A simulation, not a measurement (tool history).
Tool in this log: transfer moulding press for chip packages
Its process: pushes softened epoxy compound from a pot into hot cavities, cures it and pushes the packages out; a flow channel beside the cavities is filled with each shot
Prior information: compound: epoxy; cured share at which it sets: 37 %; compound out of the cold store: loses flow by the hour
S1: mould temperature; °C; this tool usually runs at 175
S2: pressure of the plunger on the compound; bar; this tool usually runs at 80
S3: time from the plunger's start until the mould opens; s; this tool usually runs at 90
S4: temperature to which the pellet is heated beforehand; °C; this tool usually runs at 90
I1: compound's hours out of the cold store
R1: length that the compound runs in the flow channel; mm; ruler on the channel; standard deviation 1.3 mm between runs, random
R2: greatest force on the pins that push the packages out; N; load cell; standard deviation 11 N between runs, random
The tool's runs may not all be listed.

run,hour,S1,S2,S3,S4,I1,R1,R2
1,0,175,80,90,90,30.2,495,901
# hour 32.7: cavities cleaned with cleaning compound and waxed
2,40,175,80,90,83,19.5,503,568
3,103.1,175,80,90,90,18.3,499,886
# hour 124.7: cavities cleaned with cleaning compound and waxed
4,143.6,175,80,90,90,40.7,470,666
5,182.4,179,80,90,90,43.9,457,818
# hour 216.3: cavities cleaned with cleaning compound and waxed
# hour 232.3: plunger's sealing rings changed
6,273.1,179,80,90,90,13.9,507,808
# hour 281.2: mould's thermocouples calibrated
# hour 311.1: cavities cleaned with cleaning compound and waxed
7,361.5,167,80,90,90,23.4,511,1420
# hour 403.1: cavities cleaned with cleaning compound and waxed
8,434.9,167,80,90,90,8.8,519,1278
# hour 497.4: cavities cleaned with cleaning compound and waxed
# hour 508.1: plunger's sealing rings changed
9,527.2,175,80,90,80,40.5,489,762
# hour 591.4: cavities cleaned with cleaning compound and waxed
10,591.4,175,80,90,80,25.2,501,518
# hour 682.4: cavities cleaned with cleaning compound and waxed
11,682.4,175,80,90,90,13.7,501,499
# hour 776.3: plunger's sealing rings changed
# hour 777.8: cavities cleaned with cleaning compound and waxed
12,777.8,175,80,90,90,46.7,482,488
13,846.2,175,80,90,90,8.4,520,967
# hour 873.6: cavities cleaned with cleaning compound and waxed
14,913.5,175,80,90,90,35.9,483,807
# hour 965.7: cavities cleaned with cleaning compound and waxed
15,989.4,175,80,90,90,23.8,488,734
# hour 1046.9: plunger's sealing rings changed
16,1052.6,180,80,90,93,18,504,871
# hour 1062.4: cavities cleaned with cleaning compound and waxed
17,1110.9,180,80,90,93,20.2,497,775
18,1148.1,180,80,90,93,21.1,493,874
# hour 1155.1: cavities cleaned with cleaning compound and waxed
19,1235.9,180,83.8,90,93,44.2,470,862
# hour 1245.5: cavities cleaned with cleaning compound and waxed
# hour 1314.7: plunger's sealing rings changed
20,1314.7,167,83.8,90,80,39.1,516,1383
# hour 1340.2: cavities cleaned with cleaning compound and waxed
21,1378.7,183,83.8,107,86,12.5,515,682
# hour 1408.9: mould's thermocouples calibrated
# hour 1433.8: cavities cleaned with cleaning compound and waxed
22,1451.6,177,97.6,77,87,20.3,547,790
23,1493.4,175,91.7,90,89,23.3,524,937
# hour 1525.9: cavities cleaned with cleaning compound and waxed
24,1553.7,175,80,96,83,28.8,480,708
# hour 1584.6: plunger's sealing rings changed
25,1596.4,175,69.9,97,90,34,462,877

Consider 5 possible next runs. They are alternatives, not a sequence: every one starts from the tool as it was left by run 25. What does each give?
# hour 1623.1: cavities cleaned with cleaning compound and waxed
A,1645.4,175,63.8,90,98,41.4,?,?
# hour 1623.1: cavities cleaned with cleaning compound and waxed
B,1645.4,175,69.4,99,90,23.3,?,?
# hour 1623.1: cavities cleaned with cleaning compound and waxed
C,1645.4,175,69.9,75,88,41.5,?,?
# hour 1623.1: cavities cleaned with cleaning compound and waxed
D,1645.4,175,64.1,79,89,16,?,?
# hour 1623.1: cavities cleaned with cleaning compound and waxed
E,1645.4,175,69.9,79,90,37.5,?,?

run,R1,R2
A,428,704
B,468,654
C,449,968
D,455,903
E,455,904
The same runs, with their run-to-run variation unchanged, on a tool lacking any hidden condition would have given:
run,R1,R2
A,434,488
B,474,455
C,455,667
D,461,622
E,461,623

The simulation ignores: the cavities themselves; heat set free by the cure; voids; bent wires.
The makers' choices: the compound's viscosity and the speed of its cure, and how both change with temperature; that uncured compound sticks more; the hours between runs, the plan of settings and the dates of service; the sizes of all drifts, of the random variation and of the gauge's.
